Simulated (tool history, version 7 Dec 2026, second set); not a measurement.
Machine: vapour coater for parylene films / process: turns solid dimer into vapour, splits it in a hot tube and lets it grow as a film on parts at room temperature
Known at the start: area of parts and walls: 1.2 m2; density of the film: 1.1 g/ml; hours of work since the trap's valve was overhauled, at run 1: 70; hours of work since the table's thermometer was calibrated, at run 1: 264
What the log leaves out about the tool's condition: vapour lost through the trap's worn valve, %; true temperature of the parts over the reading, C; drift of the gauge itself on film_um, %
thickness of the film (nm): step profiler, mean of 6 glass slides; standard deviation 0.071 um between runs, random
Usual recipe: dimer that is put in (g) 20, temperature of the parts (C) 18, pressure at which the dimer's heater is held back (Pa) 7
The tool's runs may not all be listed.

run,hour,dimer that is put in (g),temperature of the parts (C),pressure at which the dimer's heater is held back (Pa),hours of work since the trap's valve was overhauled,hours of work since the table's thermometer was calibrated,thickness of the film (nm)
1,0,20,18,7,70,264,8180
2,9.7,20,18,7,74,269,8110
3,29.3,20,15,7,84,279,8530
4,44.5,20,23,7,91,286,7150
5,55.4,20,18,7,96,291,7940
6,78.3,20,13,7,107,302,8950
7,96.1,20,13,7,116,311,8690
8,114,20,13,7,124,319,8640
9,125.7,15,18,7,130,325,5730
10,137.2,20,18,7,135,330,7770
11,149,20,18,7,141,336,7570
12,162.5,11,18,8.12,148,342,4130
13,180,9,13,7.76,156,351,3760
14,195.8,29,27,7,164,358,9100
15,215.8,18,18,7.18,173,368,6810
16,227.1,8,18,2.34,179,373,3290
# hour 229.8: table's thermometer calibrated
17,237.8,20,18,2.75,183,4,8190
18,253.7,22,15,4.85,191,11,8930
19,268.5,22,15,4.85,198,19,9120
20,281,12,19,10.08,204,25,4180
# hour 296.8: trap's valve overhauled
21,298.4,20,12,3.27,1,31,10330
# hour 309.4: table's thermometer calibrated, once more
22,313.9,12,13,10.11,8,2,5400

Forecast each of these 3 alternatives for the next run:
A,333.5,13,18,7,17,12,?
B,333.5,29,13,10.11,17,12,?
C,333.5,12,22,2.6,17,12,?

run,thickness of the film (nm)
A,5440
B,13230
C,4990
With no hidden state in the tool, these same runs would have given:
run,thickness of the film (nm)
A,5500
B,13390
C,5050
